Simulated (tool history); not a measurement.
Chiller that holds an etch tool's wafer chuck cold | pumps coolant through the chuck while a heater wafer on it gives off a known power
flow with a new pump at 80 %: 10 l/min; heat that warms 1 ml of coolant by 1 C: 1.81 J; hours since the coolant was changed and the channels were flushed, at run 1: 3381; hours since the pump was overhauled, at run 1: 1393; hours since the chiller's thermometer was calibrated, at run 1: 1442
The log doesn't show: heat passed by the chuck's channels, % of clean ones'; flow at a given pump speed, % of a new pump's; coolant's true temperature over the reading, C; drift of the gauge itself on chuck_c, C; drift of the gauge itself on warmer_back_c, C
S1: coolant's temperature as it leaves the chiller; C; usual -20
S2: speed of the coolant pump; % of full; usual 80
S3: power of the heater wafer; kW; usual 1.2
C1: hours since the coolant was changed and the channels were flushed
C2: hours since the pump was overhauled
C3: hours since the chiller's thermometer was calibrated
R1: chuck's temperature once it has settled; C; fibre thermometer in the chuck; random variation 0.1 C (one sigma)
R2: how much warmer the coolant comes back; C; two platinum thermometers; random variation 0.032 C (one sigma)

run   hour   S1  S2     S3    C1    C2    C3     R1    R2
  1      0  -20  80    1.2  3381  1393  1442   -3.2  4.11
  2   33.4  -20  80    1.2  3415  1426  1475   -2.9  4.08
  3   63.4  -20  80    1.2  3445  1456  1505   -3.2  4.12
  4   88.5  -20  80    1.2  3470  1482  1530   -3.2  4.14
  5  117.6  -20  80    1.2  3499  1511  1559     -3  4.13
  6  149.2  -20  80    1.2  3531  1542  1591   -3.2  4.16
  7  181.2  -22  80    1.2  3563  1574  1623     -5  4.09
  8  214.5  -24  80    1.2  3596  1608  1656     -7  4.11
  9  231.8  -27  80    1.2  3613  1625  1673   -9.9  4.08
 10  253.9  -20  78    1.2  3635  1647  1695   -2.5  4.29
 11  284.3  -20  83    1.2  3666  1677  1726   -3.3  3.96
 12  308.4  -20  83    1.2  3690  1701  1750   -3.2     4
 13  338.9  -20  80    1.2  3720  1732  1780   -2.7  4.13
 14  361.3  -20  80  0.619  3743  1754  1803  -11.2  2.19
 15  377.6  -28  74  0.619  3759  1771  1819  -18.7  2.32
 16  398.1  -18  69  0.619  3779  1791  1840   -8.5  2.52
 17  425.3  -16  79   1.46  3807  1818  1867    5.4  5.08
 18  443.3  -16  79   1.46  3825  1836  1885    5.1  5.04
     450.9  -- coolant pump overhauled
 19  466.5  -25  80  0.624  3843    16  1903    -16  2.25
 20  502.3  -25  80  0.624  3879    51  1939    -16  2.19
     519.9  -- coolant pump overhauled, once more
 21  543.4  -25  80  0.624  3915    24  1975  -16.3  2.04
     571.5  -- coolant changed, channels flushed
 22  577.7  -20  77  0.621     6    52  2003  -12.8  2.17
 23  595.2  -18  77  0.837    24    69  2021     -8  2.89
 24  625.3  -18  77  0.837    54    99  2051     -8  2.91
 25  659.7  -18  77  0.837    88   134  2085     -8  2.85
 26    692  -24  84  1.196   121   166  2118  -10.2  3.82

3 ways to go on from here, each from the tool as it stands after run 26. What would each give?
  A  711.8  -12  76  0.833  140  186  2137   ?   ?
  B  711.8  -24  83  0.933  140  186  2137   ?   ?
  C  711.8  -20  70  0.661  140  186  2137   ?   ?

run     R1    R2
  A   -1.8  2.87
  B  -13.1  3.01
  C  -11.6  2.56
Without the tool's hidden state the same runs would have given:
run     R1    R2
  A   -1.6  2.86
  B  -12.9     3
  C  -11.4  2.55
